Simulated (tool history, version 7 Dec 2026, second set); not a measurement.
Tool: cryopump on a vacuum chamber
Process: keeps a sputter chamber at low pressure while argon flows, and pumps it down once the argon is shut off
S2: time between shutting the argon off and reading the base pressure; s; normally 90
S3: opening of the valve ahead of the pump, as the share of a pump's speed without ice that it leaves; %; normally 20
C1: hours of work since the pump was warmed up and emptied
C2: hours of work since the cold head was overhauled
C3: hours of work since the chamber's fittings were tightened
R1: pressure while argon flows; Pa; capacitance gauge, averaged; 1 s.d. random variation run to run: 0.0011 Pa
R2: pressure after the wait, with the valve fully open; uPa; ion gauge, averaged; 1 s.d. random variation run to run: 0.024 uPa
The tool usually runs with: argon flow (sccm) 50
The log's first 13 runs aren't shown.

{"run": 14, "hour": 339.3, "argon flow (sccm)": 81, "S2": 90, "S3": 24, "C1": 361, "C2": 361, "C3": 227, "R1": 0.3482, "R2": 1.14}
{"run": 15, "hour": 358.1, "argon flow (sccm)": 50, "S2": 90, "S3": 20, "C1": 373, "C2": 373, "C3": 239, "R1": 0.2557, "R2": 1.15}
{"run": 16, "hour": 382.0, "argon flow (sccm)": 50, "S2": 90, "S3": 15, "C1": 389, "C2": 389, "C3": 255, "R1": 0.3414, "R2": 1.14}
{"run": 17, "hour": 396.6, "argon flow (sccm)": 50, "S2": 100, "S3": 20, "C1": 399, "C2": 399, "C3": 265, "R1": 0.2566, "R2": 1.07}
{"run": 18, "hour": 415.1, "argon flow (sccm)": 50, "S2": 90, "S3": 20, "C1": 411, "C2": 411, "C3": 277, "R1": 0.2568, "R2": 1.2}
{"run": 19, "hour": 435.3, "argon flow (sccm)": 50, "S2": 90, "S3": 20, "C1": 425, "C2": 425, "C3": 291, "R1": 0.2555, "R2": 1.13}
{"run": 20, "hour": 466.2, "argon flow (sccm)": 90, "S2": 226, "S3": 27, "C1": 445, "C2": 445, "C3": 311, "R1": 0.3514, "R2": 0.75}
{"run": 21, "hour": 493.4, "argon flow (sccm)": 54, "S2": 27, "S3": 22, "C1": 464, "C2": 464, "C3": 330, "R1": 0.2561, "R2": 2.82}
{"run": 22, "hour": 524.9, "argon flow (sccm)": 40, "S2": 298, "S3": 28, "C1": 485, "C2": 485, "C3": 351, "R1": 0.1512, "R2": 0.71}
{"run": 23, "hour": 550.0, "argon flow (sccm)": 61, "S2": 28, "S3": 21, "C1": 501, "C2": 501, "C3": 367, "R1": 0.306, "R2": 2.75}
{"run": 24, "hour": 566.3, "argon flow (sccm)": 83, "S2": 176, "S3": 35, "C1": 512, "C2": 512, "C3": 378, "R1": 0.2555, "R2": 0.96}
{"run": 25, "hour": 588.9, "argon flow (sccm)": 50, "S2": 138, "S3": 20, "C1": 527, "C2": 527, "C3": 393, "R1": 0.2614, "R2": 1.06}
{"run": 26, "hour": 607.4, "argon flow (sccm)": 64, "S2": 30, "S3": 56, "C1": 540, "C2": 540, "C3": 406, "R1": 0.1296, "R2": 2.69}
{"run": 27, "hour": 629.7, "argon flow (sccm)": 67, "S2": 20, "S3": 38, "C1": 555, "C2": 555, "C3": 421, "R1": 0.1929, "R2": 3.77}
{"run": 28, "hour": 662.1, "argon flow (sccm)": 47, "S2": 63, "S3": 24, "C1": 576, "C2": 576, "C3": 442, "R1": 0.208, "R2": 1.62}
{"run": 29, "hour": 695.0, "argon flow (sccm)": 47, "S2": 190, "S3": 31, "C1": 598, "C2": 598, "C3": 464, "R1": 0.1649, "R2": 0.99}
{"run": 30, "hour": 725.1, "argon flow (sccm)": 50, "S2": 90, "S3": 15, "C1": 618, "C2": 618, "C3": 484, "R1": 0.3448, "R2": 1.38}
{"run": 31, "hour": 750.8, "argon flow (sccm)": 50, "S2": 90, "S3": 15, "C1": 636, "C2": 636, "C3": 502, "R1": 0.3462, "R2": 1.41}
{"run": 32, "hour": 773.2, "argon flow (sccm)": 50, "S2": 90, "S3": 15, "C1": 651, "C2": 651, "C3": 517, "R1": 0.3467, "R2": 1.41}
{"run": 33, "hour": 805.0, "argon flow (sccm)": 85, "S2": 23, "S3": 24, "C1": 672, "C2": 672, "C3": 538, "R1": 0.3804, "R2": 3.49}
{"run": 34, "hour": 825.2, "argon flow (sccm)": 85, "S2": 23, "S3": 24, "C1": 685, "C2": 685, "C3": 551, "R1": 0.3786, "R2": 3.53}
{"run": 35, "hour": 859.1, "argon flow (sccm)": 31, "S2": 23, "S3": 20, "C1": 708, "C2": 708, "C3": 574, "R1": 0.1648, "R2": 3.53}

Forecast each of these 3 alternatives for the next run:
{"run": "A", "hour": 887.3, "argon flow (sccm)": 22, "S2": 67, "S3": 20, "C1": 727, "C2": 727, "C3": 593, "R1": "?", "R2": "?"}
{"run": "B", "hour": 887.3, "argon flow (sccm)": 50, "S2": 90, "S3": 23, "C1": 727, "C2": 727, "C3": 593, "R1": "?", "R2": "?"}
{"run": "C", "hour": 887.3, "argon flow (sccm)": 41, "S2": 265, "S3": 20, "C1": 727, "C2": 727, "C3": 593, "R1": "?", "R2": "?"}

run=A R1=0.1171 R2=1.72
run=B R1=0.2351 R2=1.43
run=C R1=0.2181 R2=1.02
What these runs would have given with no unlogged condition in the tool:
run=A R1=0.1094 R2=1.09
run=B R1=0.2174 R2=0.82
run=C R1=0.2037 R2=0.39
